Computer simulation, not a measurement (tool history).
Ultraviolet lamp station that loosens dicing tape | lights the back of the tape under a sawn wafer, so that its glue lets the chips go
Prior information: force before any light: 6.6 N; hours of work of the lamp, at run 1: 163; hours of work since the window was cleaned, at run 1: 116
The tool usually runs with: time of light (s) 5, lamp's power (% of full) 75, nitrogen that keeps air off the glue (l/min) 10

run	day	time of light (s)	lamp's power (% of full)	nitrogen that keeps air off the glue (l/min)	hours of work of the lamp	hours of work since the window was cleaned	force that peels the tape off (N)	light that reached the tape (mJ/cm²)
1	0	5	75	10	163	116	0.452	420
2	0.296	5	75	6	168	121	0.711	417
3	0.517	5	75	6	173	125	0.742	414
4	0.854	5	75	6	179	131	0.747	413
5	1.033	5	75	10	182	135	0.467	413
6	1.283	5	92	10	187	139	0.28	508
7	1.558	5	96	10	192	145	0.265	532
8	1.871	5	75	10	198	150	0.474	412
9	2.05	5	75	10	201	154	0.483	405
10	2.258	5	75	4	205	157	1.037	405
11	2.575	5	75	4	211	163	1.054	404
12	2.858	5	75	7	216	169	0.674	404
13	3.129	5	75	7	221	174	0.663	406
14	3.425	5	75	7	226	179	0.69	403
15	3.792	5	95	10	233	186	0.28	504
16	4.142	5	95	10	240	192	0.279	503
17	4.4	5	95	10	244	197	0.283	493
18	4.729	5	75	10	250	203	0.512	400
19	4.979	5	75	10	255	208	0.526	394
20	5.25	5	80	10	260	213	0.449	417
21	5.608	5	80	10	267	220	0.458	422
22	5.858	5	75	13	271	224	0.436	389
23	6.083	5	75	13	275	228	0.442	387
24	6.45	5	61	4	282	235	1.621	312
25	6.833	9	61	20	289	242	0.122	557
26	7.092	6	85	15	294	247	0.179	523
27	7.425	5	80	8	300	253	0.585	408
28	7.667	6	82	16	305	258	0.175	498
29	7.854	6	93	7	308	261	0.308	563
30	8.192	6	93	7	315	267	0.3	562
31	8.5	6	89	10	320	273	0.241	537
32	8.75	9	62	8	325	278	0.268	558
33	8.996	9	62	8	329	282	0.273	554
34	9.288	9	62	8	335	288	0.261	549
35	9.662	5	81	10	342	295	0.519	401
36	10.038	4	66	10	349	302	1.183	263
37	10.429	4	66	10	356	309	1.233	255
38	10.629	4	75	8	360	312	1.123	289
39	10.942	3	78	12	365	318	1.35	230
40	11.208	6	78	12	370	323	0.313	453
41	11.454	4	92	3	375	328	1.488	358
42	11.817	2	91	5	382	334	2.776	172
43	12.05	2	91	5	386	339	2.716	174

Pick out some run-to-run changes in force that peels the tape off (N). Of each, how much would a tool without hidden state show as well, from the settings, what came in and chance, and how much is left for the hidden state and any gauge scatter not in both results compared?
Hidden conditions of the tool in this case: lamp's light, % of a new lamp's; light that the window lets through, % of a clean one's; drift of the gauge itself on peel_n, %; drift of the gauge itself on dose_mj_cm2, %.
Run 23 -> 24: lamp's power (% of full) 75 -> 61, nitrogen that keeps air off the glue (l/min) 13 -> 4. force that peels the tape off (N) +1.179: hidden state +0.243, all else +0.936.
Run 24 -> 25: time of light (s) 5 -> 9, nitrogen that keeps air off the glue (l/min) 4 -> 20. force that peels the tape off (N) -1.499: hidden state -0.376, all else -1.123.
Run 39 -> 40: time of light (s) 3 -> 6. force that peels the tape off (N) -1.037: hidden state -0.319, all else -0.718.
Run 40 -> 41: time of light (s) 6 -> 4, lamp's power (% of full) 78 -> 92, nitrogen that keeps air off the glue (l/min) 12 -> 3. force that peels the tape off (N) +1.175: hidden state +0.343, all else +0.832.
Run 41 -> 42: time of light (s) 4 -> 2, lamp's power (% of full) 92 -> 91, nitrogen that keeps air off the glue (l/min) 3 -> 5. force that peels the tape off (N) +1.288: hidden state +0.133, all else +1.155.
